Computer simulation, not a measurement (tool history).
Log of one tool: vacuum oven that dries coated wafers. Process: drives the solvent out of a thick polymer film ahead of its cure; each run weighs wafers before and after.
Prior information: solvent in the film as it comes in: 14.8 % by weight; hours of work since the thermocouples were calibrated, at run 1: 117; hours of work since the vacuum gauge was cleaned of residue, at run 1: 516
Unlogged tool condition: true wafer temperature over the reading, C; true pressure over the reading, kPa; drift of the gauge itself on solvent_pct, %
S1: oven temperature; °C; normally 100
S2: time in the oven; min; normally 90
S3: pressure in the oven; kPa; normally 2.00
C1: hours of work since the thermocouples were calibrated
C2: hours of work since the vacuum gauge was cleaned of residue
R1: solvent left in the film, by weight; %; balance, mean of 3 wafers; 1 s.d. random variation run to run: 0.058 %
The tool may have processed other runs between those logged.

{"run": 1, "hour": 0.0, "S1": 100, "S2": 90, "S3": 2.0, "C1": 117, "C2": 516, "R1": 3.23}
{"run": 2, "hour": 23.2, "S1": 100, "S2": 90, "S3": 2.0, "C1": 132, "C2": 531, "R1": 3.16}
{"run": 3, "hour": 42.0, "S1": 100, "S2": 90, "S3": 2.0, "C1": 145, "C2": 544, "R1": 3.27}
{"run": 4, "hour": 61.2, "S1": 100, "S2": 90, "S3": 2.0, "C1": 158, "C2": 557, "R1": 3.21}
{"run": 5, "hour": 94.0, "S1": 100, "S2": 90, "S3": 2.0, "C1": 180, "C2": 579, "R1": 3.13}
{"run": 6, "hour": 112.9, "S1": 100, "S2": 90, "S3": 2.0, "C1": 192, "C2": 591, "R1": 3.17}
{"run": 7, "hour": 145.4, "S1": 100, "S2": 90, "S3": 2.0, "C1": 214, "C2": 613, "R1": 3.17}
{"run": 8, "hour": 168.2, "S1": 113, "S2": 90, "S3": 2.0, "C1": 229, "C2": 628, "R1": 1.47}
{"run": 9, "hour": 193.3, "S1": 100, "S2": 90, "S3": 2.0, "C1": 246, "C2": 645, "R1": 3.12}
{"run": 10, "hour": 216.3, "S1": 100, "S2": 90, "S3": 2.0, "C1": 262, "C2": 661, "R1": 3.18}
{"run": 11, "hour": 233.3, "S1": 100, "S2": 90, "S3": 2.0, "C1": 273, "C2": 672, "R1": 3.16}
{"run": 12, "hour": 264.7, "S1": 100, "S2": 90, "S3": 2.0, "C1": 294, "C2": 693, "R1": 3.2}
{"run": 13, "hour": 285.2, "S1": 100, "S2": 90, "S3": 2.0, "C1": 308, "C2": 707, "R1": 3.14}
{"run": 14, "hour": 318.5, "S1": 100, "S2": 90, "S3": 2.0, "C1": 330, "C2": 729, "R1": 3.26}
{"run": 15, "hour": 346.9, "S1": 100, "S2": 90, "S3": 2.0, "C1": 349, "C2": 748, "R1": 3.3}
{"run": 16, "hour": 360.8, "S1": 100, "S2": 90, "S3": 3.5, "C1": 358, "C2": 758, "R1": 4.52}
{"run": 17, "hour": 389.3, "S1": 100, "S2": 90, "S3": 3.5, "C1": 378, "C2": 777, "R1": 4.58}
{"run": 18, "hour": 422.4, "S1": 100, "S2": 90, "S3": 2.0, "C1": 400, "C2": 799, "R1": 3.2}
{"run": 19, "hour": 444.9, "S1": 100, "S2": 90, "S3": 4.96, "C1": 415, "C2": 814, "R1": 6.06}
{"run": 20, "hour": 473.1, "S1": 93, "S2": 90, "S3": 4.96, "C1": 434, "C2": 833, "R1": 8.17}
{"run": 21, "hour": 506.0, "S1": 93, "S2": 90, "S3": 4.96, "C1": 456, "C2": 855, "R1": 8.26}
{"run": 22, "hour": 519.6, "S1": 93, "S2": 90, "S3": 4.96, "C1": 465, "C2": 864, "R1": 8.25}
{"run": 23, "hour": 540.4, "S1": 106, "S2": 90, "S3": 2.0, "C1": 479, "C2": 878, "R1": 2.29}
{"run": 24, "hour": 567.7, "S1": 106, "S2": 90, "S3": 2.0, "C1": 497, "C2": 896, "R1": 2.29}
{"run": 25, "hour": 583.3, "S1": 100, "S2": 90, "S3": 2.0, "C1": 508, "C2": 907, "R1": 3.36}
{"run": 26, "hour": 606.5, "S1": 90, "S2": 90, "S3": 1.76, "C1": 523, "C2": 922, "R1": 5.57}
{"run": 27, "hour": 628.4, "S1": 95, "S2": 70, "S3": 6.35, "C1": 538, "C2": 937, "R1": 9.55}
{"run": 28, "hour": 651.6, "S1": 95, "S2": 70, "S3": 6.35, "C1": 553, "C2": 952, "R1": 9.54}
{"run": 29, "hour": 683.4, "S1": 94, "S2": 149, "S3": 2.0, "C1": 575, "C2": 974, "R1": 3.62}
{"run": 30, "hour": 709.7, "S1": 94, "S2": 149, "S3": 2.0, "C1": 592, "C2": 991, "R1": 3.73}
{"run": 31, "hour": 743.3, "S1": 109, "S2": 129, "S3": 3.34, "C1": 615, "C2": 1014, "R1": 2.79}
{"hour": 746.6, "done": "vacuum gauge cleaned of residue and calibrated"}
{"run": 32, "hour": 778.2, "S1": 100, "S2": 57, "S3": 2.0, "C1": 637, "C2": 21, "R1": 4.85}
{"run": 33, "hour": 794.5, "S1": 93, "S2": 98, "S3": 3.48, "C1": 648, "C2": 32, "R1": 6.73}
{"run": 34, "hour": 814.8, "S1": 93, "S2": 98, "S3": 3.48, "C1": 662, "C2": 46, "R1": 6.7}
{"run": 35, "hour": 845.3, "S1": 93, "S2": 87, "S3": 4.66, "C1": 682, "C2": 66, "R1": 8.25}
{"run": 36, "hour": 877.9, "S1": 100, "S2": 109, "S3": 5.68, "C1": 704, "C2": 88, "R1": 6.73}
{"run": 37, "hour": 906.1, "S1": 109, "S2": 56, "S3": 2.0, "C1": 723, "C2": 107, "R1": 2.96}
{"run": 38, "hour": 929.5, "S1": 104, "S2": 90, "S3": 2.0, "C1": 739, "C2": 123, "R1": 2.97}
{"hour": 943.0, "done": "vacuum gauge cleaned of residue and calibrated, once more"}
{"run": 39, "hour": 946.5, "S1": 104, "S2": 90, "S3": 2.0, "C1": 749, "C2": 2, "R1": 2.37}
{"run": 40, "hour": 978.8, "S1": 100, "S2": 84, "S3": 5.56, "C1": 771, "C2": 24, "R1": 6.48}
{"run": 41, "hour": 998.4, "S1": 100, "S2": 84, "S3": 5.56, "C1": 784, "C2": 37, "R1": 6.49}
{"run": 42, "hour": 1030.6, "S1": 109, "S2": 100, "S3": 7.97, "C1": 805, "C2": 59, "R1": 6.02}
{"run": 43, "hour": 1052.4, "S1": 110, "S2": 54, "S3": 2.19, "C1": 820, "C2": 73, "R1": 2.67}
{"run": 44, "hour": 1076.5, "S1": 110, "S2": 54, "S3": 2.19, "C1": 836, "C2": 89, "R1": 2.62}
{"run": 45, "hour": 1097.1, "S1": 107, "S2": 52, "S3": 3.75, "C1": 850, "C2": 103, "R1": 4.41}
{"run": 46, "hour": 1122.6, "S1": 100, "S2": 52, "S3": 3.75, "C1": 867, "C2": 120, "R1": 6.21}
{"run": 47, "hour": 1137.4, "S1": 94, "S2": 79, "S3": 7.53, "C1": 877, "C2": 130, "R1": 10.65}

Predict each of these 4 candidate next runs independently; none follows another, all start after run 47:
{"run": "A", "hour": 1153.8, "S1": 103, "S2": 79, "S3": 7.53, "C1": 888, "C2": 141, "R1": "?"}
{"run": "B", "hour": 1153.8, "S1": 94, "S2": 79, "S3": 4.53, "C1": 888, "C2": 141, "R1": "?"}
{"run": "C", "hour": 1153.8, "S1": 114, "S2": 79, "S3": 6.72, "C1": 888, "C2": 141, "R1": "?"}
{"run": "D", "hour": 1153.8, "S1": 100, "S2": 59, "S3": 2.0, "C1": 888, "C2": 141, "R1": "?"}

run=A R1=7.54
run=B R1=7.51
run=C R1=4.28
run=D R1=4.42
The same runs, with their run-to-run variation unchanged, on a tool lacking any hidden condition would have given:
run=A R1=7.22
run=B R1=7.17
run=C R1=4.10
run=D R1=4.15

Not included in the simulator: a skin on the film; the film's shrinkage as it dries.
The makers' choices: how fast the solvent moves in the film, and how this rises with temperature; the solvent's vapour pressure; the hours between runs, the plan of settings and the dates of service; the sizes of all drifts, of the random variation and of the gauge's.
